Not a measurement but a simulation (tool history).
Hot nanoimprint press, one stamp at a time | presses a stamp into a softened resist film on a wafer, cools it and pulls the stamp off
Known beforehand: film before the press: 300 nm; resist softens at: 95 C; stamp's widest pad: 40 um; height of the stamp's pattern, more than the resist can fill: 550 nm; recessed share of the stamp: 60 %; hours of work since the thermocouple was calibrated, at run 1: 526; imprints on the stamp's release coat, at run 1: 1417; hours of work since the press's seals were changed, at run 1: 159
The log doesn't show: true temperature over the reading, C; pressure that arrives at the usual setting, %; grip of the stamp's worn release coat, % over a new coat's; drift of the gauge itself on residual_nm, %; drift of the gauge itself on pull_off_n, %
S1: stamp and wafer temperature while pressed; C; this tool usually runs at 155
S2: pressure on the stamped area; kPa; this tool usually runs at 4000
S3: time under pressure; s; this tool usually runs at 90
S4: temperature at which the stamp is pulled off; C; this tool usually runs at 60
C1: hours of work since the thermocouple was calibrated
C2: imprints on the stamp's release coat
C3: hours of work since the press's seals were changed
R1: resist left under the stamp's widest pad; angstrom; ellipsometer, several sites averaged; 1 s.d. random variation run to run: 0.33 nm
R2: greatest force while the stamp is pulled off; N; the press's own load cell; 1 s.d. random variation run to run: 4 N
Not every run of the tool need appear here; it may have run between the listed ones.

{"run": 1, "hour": 0.0, "S1": 155, "S2": 4000, "S3": 90, "S4": 60, "C1": 526, "C2": 1417, "C3": 159, "R1": 1786, "R2": 189}
{"run": 2, "hour": 6.5, "S1": 155, "S2": 4000, "S3": 90, "S4": 60, "C1": 528, "C2": 1437, "C3": 162, "R1": 1786, "R2": 204}
{"run": 3, "hour": 16.7, "S1": 155, "S2": 4000, "S3": 90, "S4": 60, "C1": 532, "C2": 1467, "C3": 166, "R1": 1786, "R2": 192}
{"run": 4, "hour": 26.3, "S1": 155, "S2": 4000, "S3": 90, "S4": 60, "C1": 536, "C2": 1497, "C3": 169, "R1": 1781, "R2": 190}
{"run": 5, "hour": 31.7, "S1": 154, "S2": 4000, "S3": 90, "S4": 60, "C1": 538, "C2": 1513, "C3": 172, "R1": 1852, "R2": 190}
{"run": 6, "hour": 38.4, "S1": 154, "S2": 4000, "S3": 90, "S4": 60, "C1": 541, "C2": 1533, "C3": 174, "R1": 1853, "R2": 199}
{"run": 7, "hour": 49.8, "S1": 154, "S2": 4000, "S3": 90, "S4": 60, "C1": 546, "C2": 1568, "C3": 179, "R1": 1847, "R2": 198}
{"run": 8, "hour": 60.8, "S1": 148, "S2": 6290, "S3": 52, "S4": 60, "C1": 550, "C2": 1601, "C3": 183, "R1": 2199, "R2": 195}
{"run": 9, "hour": 70.2, "S1": 156, "S2": 3220, "S3": 98, "S4": 64, "C1": 554, "C2": 1629, "C3": 187, "R1": 1828, "R2": 175}
{"run": 10, "hour": 81.3, "S1": 156, "S2": 3800, "S3": 98, "S4": 55, "C1": 558, "C2": 1663, "C3": 192, "R1": 1693, "R2": 226}
{"run": 11, "hour": 86.8, "S1": 149, "S2": 4000, "S3": 90, "S4": 60, "C1": 560, "C2": 1680, "C3": 194, "R1": 2194, "R2": 197}

Forecast each of these 4 alternatives for the next run:
{"run": "A", "hour": 98.1, "S1": 155, "S2": 2780, "S3": 90, "S4": 60, "C1": 565, "C2": 1714, "C3": 198, "R1": "?", "R2": "?"}
{"run": "B", "hour": 98.1, "S1": 155, "S2": 4000, "S3": 90, "S4": 47, "C1": 565, "C2": 1714, "C3": 198, "R1": "?", "R2": "?"}
{"run": "C", "hour": 98.1, "S1": 143, "S2": 4000, "S3": 175, "S4": 60, "C1": 565, "C2": 1714, "C3": 198, "R1": "?", "R2": "?"}
{"run": "D", "hour": 98.1, "S1": 149, "S2": 4000, "S3": 90, "S4": 67, "C1": 565, "C2": 1714, "C3": 198, "R1": "?", "R2": "?"}

run=A R1=2049 R2=196
run=B R1=1750 R2=266
run=C R1=2341 R2=194
run=D R1=2195 R2=156
Stripped of hidden state, with their random variation kept, the same runs would have yielded:
run=A R1=2088 R2=195
run=B R1=1784 R2=264
run=C R1=2386 R2=193
run=D R1=2237 R2=155

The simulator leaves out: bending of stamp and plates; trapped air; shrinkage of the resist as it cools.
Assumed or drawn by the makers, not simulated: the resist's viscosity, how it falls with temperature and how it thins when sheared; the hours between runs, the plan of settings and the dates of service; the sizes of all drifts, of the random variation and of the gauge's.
